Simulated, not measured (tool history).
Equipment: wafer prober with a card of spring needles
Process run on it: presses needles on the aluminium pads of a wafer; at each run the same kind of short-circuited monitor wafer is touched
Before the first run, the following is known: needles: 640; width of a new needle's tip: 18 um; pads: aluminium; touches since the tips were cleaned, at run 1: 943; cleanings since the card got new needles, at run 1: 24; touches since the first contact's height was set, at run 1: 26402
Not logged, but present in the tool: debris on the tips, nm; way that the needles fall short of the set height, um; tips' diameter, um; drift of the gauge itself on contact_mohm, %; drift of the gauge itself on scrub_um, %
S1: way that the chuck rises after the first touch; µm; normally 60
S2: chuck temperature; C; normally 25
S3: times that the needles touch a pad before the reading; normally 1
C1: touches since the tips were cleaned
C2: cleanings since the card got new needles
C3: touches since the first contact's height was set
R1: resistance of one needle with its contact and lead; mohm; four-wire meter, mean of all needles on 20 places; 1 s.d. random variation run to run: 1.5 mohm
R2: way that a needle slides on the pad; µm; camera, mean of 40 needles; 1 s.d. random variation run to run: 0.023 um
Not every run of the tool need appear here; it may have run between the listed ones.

Run 1, day 0: usual settings; C1 943; C2 24; C3 26402. Result: R1 137 mohm, R2 13.94 µm.
At day 0.312: tips cleaned on abrasive film.
Run 2, day 0.338: usual settings; C1 299; C2 25; C3 30043. Result: R1 139 mohm, R2 13.9 µm.
At day 0.692: tips cleaned on abrasive film.
Run 3, day 0.862: usual settings; C1 1880; C2 26; C3 35706. Result: R1 140 mohm, R2 13.84 µm.
At day 1.083: tips cleaned on abrasive film.
Run 4, day 1.371: usual settings; C1 3125; C2 27; C3 41205. Result: R1 139 mohm, R2 13.85 µm.
At day 1.462: tips cleaned on abrasive film.
Run 5, day 1.625: usual settings; C1 1749; C2 28; C3 43921. Result: R1 140 mohm, R2 13.8 µm.
At day 1.867: tips cleaned on abrasive film.
Run 6, day 1.867: usual settings; C1 0; C2 29; C3 46506. Result: R1 141 mohm, R2 13.78 µm.
At day 2.254: tips cleaned on abrasive film.
Run 7, day 2.254: usual settings but S3 2; C1 0; C2 30; C3 50662. Result: R1 139 mohm, R2 13.81 µm.
Run 8, day 2.521: usual settings but S2 118 C, S3 2; C1 2937; C2 30; C3 53599. Result: R1 153 mohm, R2 13.8 µm.
At day 2.654: tips cleaned on abrasive film.
Run 9, day 2.812: usual settings but S2 118 C, S3 2; C1 1701; C2 31; C3 56697. Result: R1 156 mohm, R2 13.83 µm.
At day 3.033: tips cleaned on abrasive film.
Run 10, day 3.283: usual settings but S2 74 C; C1 2734; C2 32; C3 61808. Result: R1 148 mohm, R2 13.78 µm.
At day 3.429: tips cleaned on abrasive film.
Run 11, day 3.546: usual settings but S2 111 C; C1 1253; C2 33; C3 64608. Result: R1 156 mohm, R2 13.79 µm.
At day 3.842: tips cleaned on abrasive film.
Run 12, day 3.904: usual settings but S2 111 C; C1 663; C2 34; C3 68468. Result: R1 149 mohm, R2 13.76 µm.
Run 13, day 4.179: usual settings but S2 33 C; C1 3662; C2 34; C3 71467. Result: R1 138 mohm, R2 13.73 µm.
At day 4.229: tips cleaned on abrasive film.
Run 14, day 4.492: usual settings but S2 33 C; C1 2835; C2 35; C3 74812. Result: R1 139 mohm, R2 13.7 µm.
At day 4.629: tips cleaned on abrasive film.
Run 15, day 4.9: usual settings but S1 71 µm; C1 2988; C2 36; C3 79248. Result: R1 138 mohm, R2 16.23 µm.
At day 5.033: tips cleaned on abrasive film.
Run 16, day 5.129: usual settings but S1 65 µm, S2 53 C; C1 1045; C2 37; C3 81689. Result: R1 144 mohm, R2 14.86 µm.
At day 5.421: tips cleaned on abrasive film.
Run 17, day 5.596: usual settings but S1 68 µm, S2 71 C; C1 1888; C2 38; C3 86705. Result: R1 144 mohm, R2 15.53 µm.
At day 5.825: tips cleaned on abrasive film.
At day 5.962: height of the first contact set anew.
Run 18, day 6.058: usual settings but S1 68 µm, S2 71 C; C1 2432; C2 39; C3 1045. Result: R1 147 mohm, R2 15.51 µm.
At day 6.254: tips cleaned on abrasive film.
Run 19, day 6.592: usual settings but S1 43 µm, S2 91 C; C1 3652; C2 40; C3 6787. Result: R1 157 mohm, R2 9.78 µm.
At day 6.662: tips cleaned on abrasive film.
Run 20, day 7.017: usual settings but S1 43 µm, S2 91 C; C1 3867; C2 41; C3 11376. Result: R1 156 mohm, R2 9.8 µm.
At day 7.054: tips cleaned on abrasive film.
Run 21, day 7.262: usual settings but S1 43 µm, S2 91 C; C1 2231; C2 42; C3 13999. Result: R1 153 mohm, R2 9.77 µm.
At day 7.45: tips cleaned on abrasive film.
Run 22, day 7.55: usual settings but S1 42 µm, S2 28 C, S3 2; C1 1074; C2 43; C3 17089. Result: R1 147 mohm, R2 9.54 µm.
At day 7.846: tips cleaned on abrasive film.
Run 23, day 8.05: usual settings but S1 74 µm, S2 43 C; C1 2239; C2 44; C3 22515. Result: R1 140 mohm, R2 16.77 µm.
At day 8.238: tips cleaned on abrasive film.
Run 24, day 8.358: usual settings but S1 74 µm, S2 43 C; C1 1354; C2 45; C3 25832. Result: R1 137 mohm, R2 16.73 µm.

Forecast run 25:
At day 8.617: tips cleaned on abrasive film.
Run 25, day 8.717: usual settings but S1 74 µm, S2 43 C; C1 1096; C2 46; C3 29685. Result: R1 ?, R2 ?.

R1: 138 mohm
R2: 16.77 µm
With no hidden state in the tool, this same run would have given R1 138 mohm, R2 17.19 µm.

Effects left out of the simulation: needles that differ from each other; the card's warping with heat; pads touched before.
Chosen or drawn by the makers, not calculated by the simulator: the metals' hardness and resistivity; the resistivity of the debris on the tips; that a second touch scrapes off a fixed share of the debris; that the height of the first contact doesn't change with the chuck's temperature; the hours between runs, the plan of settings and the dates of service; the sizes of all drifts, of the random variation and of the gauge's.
